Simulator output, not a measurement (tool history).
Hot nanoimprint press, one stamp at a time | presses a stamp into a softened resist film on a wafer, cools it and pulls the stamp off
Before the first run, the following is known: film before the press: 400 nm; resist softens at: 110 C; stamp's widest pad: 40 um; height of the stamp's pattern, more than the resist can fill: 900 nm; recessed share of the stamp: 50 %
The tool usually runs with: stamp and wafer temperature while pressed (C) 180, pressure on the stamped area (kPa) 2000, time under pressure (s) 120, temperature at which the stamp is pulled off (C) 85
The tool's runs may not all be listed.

run,hour,stamp and wafer temperature while pressed (C),pressure on the stamped area (kPa),time under pressure (s),temperature at which the stamp is pulled off (C),resist left under the stamp's widest pad (nm),greatest force while the stamp is pulled off (N)
1,0.0,180,2000,120,85,217.5,152
2,29.5,180,2000,120,85,219.9,152
3,65.6,180,2000,120,82,220.0,170
4,84.5,180,2000,120,82,217.1,178
# hour 91.1: plate thermocouple calibrated
5,108.8,180,2000,120,82,226.9,178
6,127.1,180,2000,120,82,223.7,175
7,159.9,176,2000,120,85,264.1,175
# hour 178.2: stamp cleaned and given a new release coat
8,185.0,180,1830,170,88,209.2,126
9,206.8,180,1830,170,88,209.9,123
10,224.8,180,1830,170,88,207.7,127
11,247.0,180,1840,120,85,237.3,141

Measured result minus the same run's result without the hidden state. Both carry the same run-to-run variation, though not necessarily the same gauge scatter:
Hidden state present: true temperature over the reading, C; pressure that arrives at the usual setting, %; grip of the stamp's worn release coat, % over a new coat's; drift of the gauge itself on residual_nm, %; drift of the gauge itself on pull_off_n, %.
run,resist left under the stamp's widest pad (nm),greatest force while the stamp is pulled off (N)
1,+7.9,+25
2,+8.5,+28
3,+9.2,+33
4,+9.4,+37
5,+14.7,+40
6,+14.8,+41
7,+16.3,+45
8,+15.5,+6
9,+16.1,+8
10,+16.1,+10
11,+17.4,+11

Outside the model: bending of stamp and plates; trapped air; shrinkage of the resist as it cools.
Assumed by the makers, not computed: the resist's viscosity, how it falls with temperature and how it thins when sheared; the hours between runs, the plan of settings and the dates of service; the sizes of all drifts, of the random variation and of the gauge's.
